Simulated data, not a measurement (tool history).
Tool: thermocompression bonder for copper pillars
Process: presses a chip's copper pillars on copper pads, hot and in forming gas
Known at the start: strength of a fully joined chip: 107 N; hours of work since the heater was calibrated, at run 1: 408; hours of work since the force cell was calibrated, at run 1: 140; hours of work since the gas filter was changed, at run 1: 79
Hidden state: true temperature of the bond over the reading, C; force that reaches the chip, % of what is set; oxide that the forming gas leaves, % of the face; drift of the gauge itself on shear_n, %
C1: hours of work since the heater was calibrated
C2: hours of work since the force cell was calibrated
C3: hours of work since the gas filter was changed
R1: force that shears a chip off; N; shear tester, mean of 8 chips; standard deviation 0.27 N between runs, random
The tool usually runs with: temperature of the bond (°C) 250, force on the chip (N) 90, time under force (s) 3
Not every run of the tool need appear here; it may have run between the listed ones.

run 1 hour=0 | temperature_of_the_bond_(°C)=250 force_on_the_chip_(N)=90 time_under_force_(s)=3 | C1=408 C2=140 C3=79 | R1=71.7
run 2 hour=18.4 | temperature_of_the_bond_(°C)=270 force_on_the_chip_(N)=90 time_under_force_(s)=3 | C1=416 C2=148 C3=87 | R1=83.7
run 3 hour=38.7 | temperature_of_the_bond_(°C)=270 force_on_the_chip_(N)=90 time_under_force_(s)=3 | C1=425 C2=157 C3=96 | R1=83.6
run 4 hour=54.3 | temperature_of_the_bond_(°C)=270 force_on_the_chip_(N)=90 time_under_force_(s)=3 | C1=432 C2=164 C3=103 | R1=83.5
run 5 hour=71.1 | temperature_of_the_bond_(°C)=270 force_on_the_chip_(N)=90 time_under_force_(s)=3 | C1=440 C2=172 C3=111 | R1=83.8
run 6 hour=85.4 | temperature_of_the_bond_(°C)=270 force_on_the_chip_(N)=90 time_under_force_(s)=3 | C1=446 C2=178 C3=117 | R1=83.4
run 7 hour=112.1 | temperature_of_the_bond_(°C)=270 force_on_the_chip_(N)=90 time_under_force_(s)=3 | C1=458 C2=190 C3=129 | R1=83.4
run 8 hour=133.7 | temperature_of_the_bond_(°C)=250 force_on_the_chip_(N)=90 time_under_force_(s)=5 | C1=467 C2=199 C3=138 | R1=80.8
run 9 hour=149.3 | temperature_of_the_bond_(°C)=250 force_on_the_chip_(N)=90 time_under_force_(s)=5 | C1=474 C2=206 C3=145 | R1=79.7
-- hour=175.5 forming gas filter changed
run 10 hour=175.9 | temperature_of_the_bond_(°C)=250 force_on_the_chip_(N)=90 time_under_force_(s)=5 | C1=486 C2=218 C3=0 | R1=82.9
run 11 hour=209.2 | temperature_of_the_bond_(°C)=250 force_on_the_chip_(N)=90 time_under_force_(s)=3 | C1=500 C2=233 C3=15 | R1=73
run 12 hour=230.1 | temperature_of_the_bond_(°C)=250 force_on_the_chip_(N)=90 time_under_force_(s)=3 | C1=510 C2=242 C3=24 | R1=73.2
run 13 hour=249.4 | temperature_of_the_bond_(°C)=250 force_on_the_chip_(N)=90 time_under_force_(s)=3 | C1=518 C2=250 C3=33 | R1=72.9
run 14 hour=281 | temperature_of_the_bond_(°C)=250 force_on_the_chip_(N)=90 time_under_force_(s)=3 | C1=532 C2=264 C3=47 | R1=72.7
run 15 hour=304.7 | temperature_of_the_bond_(°C)=250 force_on_the_chip_(N)=60 time_under_force_(s)=3 | C1=543 C2=275 C3=57 | R1=55.3
run 16 hour=321.1 | temperature_of_the_bond_(°C)=250 force_on_the_chip_(N)=60 time_under_force_(s)=3 | C1=550 C2=282 C3=64 | R1=55.1
run 17 hour=351.4 | temperature_of_the_bond_(°C)=250 force_on_the_chip_(N)=60 time_under_force_(s)=3 | C1=563 C2=295 C3=78 | R1=55
run 18 hour=372 | temperature_of_the_bond_(°C)=250 force_on_the_chip_(N)=60 time_under_force_(s)=3 | C1=573 C2=305 C3=87 | R1=55.2
run 19 hour=400.2 | temperature_of_the_bond_(°C)=250 force_on_the_chip_(N)=60 time_under_force_(s)=3 | C1=585 C2=317 C3=99 | R1=54.9
run 20 hour=422.7 | temperature_of_the_bond_(°C)=250 force_on_the_chip_(N)=60 time_under_force_(s)=3 | C1=595 C2=327 C3=109 | R1=54.6
-- hour=426 force cell calibrated
run 21 hour=450.1 | temperature_of_the_bond_(°C)=250 force_on_the_chip_(N)=102 time_under_force_(s)=8 | C1=606 C2=11 C3=121 | R1=92.7
run 22 hour=476.3 | temperature_of_the_bond_(°C)=250 force_on_the_chip_(N)=102 time_under_force_(s)=8 | C1=618 C2=22 C3=132 | R1=92.3
run 23 hour=505.8 | temperature_of_the_bond_(°C)=250 force_on_the_chip_(N)=102 time_under_force_(s)=8 | C1=631 C2=35 C3=145 | R1=92
-- hour=518.7 force cell calibrated, once more
run 24 hour=529.3 | temperature_of_the_bond_(°C)=245 force_on_the_chip_(N)=80 time_under_force_(s)=3 | C1=641 C2=5 C3=155 | R1=61.8
-- hour=532.4 forming gas filter changed
run 25 hour=544.2 | temperature_of_the_bond_(°C)=245 force_on_the_chip_(N)=80 time_under_force_(s)=3 | C1=647 C2=11 C3=5 | R1=63.9
run 26 hour=568.8 | temperature_of_the_bond_(°C)=274 force_on_the_chip_(N)=59 time_under_force_(s)=3 | C1=658 C2=22 C3=16 | R1=69.6
run 27 hour=595.9 | temperature_of_the_bond_(°C)=276 force_on_the_chip_(N)=83 time_under_force_(s)=4 | C1=670 C2=34 C3=28 | R1=89.1
run 28 hour=624.3 | temperature_of_the_bond_(°C)=276 force_on_the_chip_(N)=83 time_under_force_(s)=4 | C1=683 C2=46 C3=41 | R1=89.2
run 29 hour=648 | temperature_of_the_bond_(°C)=266 force_on_the_chip_(N)=74 time_under_force_(s)=2 | C1=693 C2=57 C3=51 | R1=65.9
run 30 hour=682 | temperature_of_the_bond_(°C)=224 force_on_the_chip_(N)=66 time_under_force_(s)=6 | C1=708 C2=72 C3=66 | R1=53.2
run 31 hour=712.2 | temperature_of_the_bond_(°C)=253 force_on_the_chip_(N)=80 time_under_force_(s)=3 | C1=721 C2=85 C3=80 | R1=67.9
run 32 hour=737.1 | temperature_of_the_bond_(°C)=253 force_on_the_chip_(N)=80 time_under_force_(s)=3 | C1=732 C2=96 C3=91 | R1=67.9
run 33 hour=767.3 | temperature_of_the_bond_(°C)=266 force_on_the_chip_(N)=89 time_under_force_(s)=4 | C1=746 C2=110 C3=104 | R1=85
run 34 hour=783 | temperature_of_the_bond_(°C)=266 force_on_the_chip_(N)=89 time_under_force_(s)=4 | C1=753 C2=117 C3=111 | R1=84.7
run 35 hour=808.9 | temperature_of_the_bond_(°C)=250 force_on_the_chip_(N)=90 time_under_force_(s)=5 | C1=764 C2=128 C3=122 | R1=79.9
run 36 hour=842.8 | temperature_of_the_bond_(°C)=244 force_on_the_chip_(N)=117 time_under_force_(s)=5 | C1=779 C2=143 C3=137 | R1=85.4
run 37 hour=862.5 | temperature_of_the_bond_(°C)=250 force_on_the_chip_(N)=90 time_under_force_(s)=4 | C1=788 C2=152 C3=146 | R1=75.4
-- hour=887 forming gas filter changed
run 38 hour=894.7 | temperature_of_the_bond_(°C)=250 force_on_the_chip_(N)=109 time_under_force_(s)=2 | C1=802 C2=166 C3=3 | R1=72.5
run 39 hour=927.6 | temperature_of_the_bond_(°C)=250 force_on_the_chip_(N)=109 time_under_force_(s)=2 | C1=816 C2=180 C3=18 | R1=72.8

What differs in the tool's unlogged condition from the final listed run ahead of each entry between runs to the first listed run following it?
After run 9, before run 10: forming gas filter changed (hour 175.5)
  force that reaches the chip, % of what is set: 101.8 -> 101.9; oxide that the forming gas leaves, % of the face: 3.82 -> 0.64
  what was measured, less what the result would be without the hidden state, R1: -3.3 -> -0.8 N
After run 20, before run 21: force cell calibrated (hour 426)
  true temperature of the bond over the reading, C: -2.8 -> -2.9; force that reaches the chip, % of what is set: 102.9 -> 104.8; oxide that the forming gas leaves, % of the face: 2.97 -> 3.25
  what was measured, less what the result would be without the hidden state, R1: -2.1 -> -2.6 N
After run 23, before run 24: force cell calibrated, once more (hour 518.7)
  true temperature of the bond over the reading, C: -3 -> -3.1; force that reaches the chip, % of what is set: 105 -> 100.6; oxide that the forming gas leaves, % of the face: 3.81 -> 4.01
  what was measured, less what the result would be without the hidden state, R1: -3.1 -> -4.2 N
After run 24, before run 25: forming gas filter changed (hour 532.4)
  oxide that the forming gas leaves, % of the face: 4.01 -> 0.77
  what was measured, less what the result would be without the hidden state, R1: -4.2 -> -2.1 N
After run 37, before run 38: forming gas filter changed (hour 887)
  force that reaches the chip, % of what is set: 101.9 -> 102; oxide that the forming gas leaves, % of the face: 3.79 -> 0.64
  what was measured, less what the result would be without the hidden state, R1: -4.3 -> -1.9 N
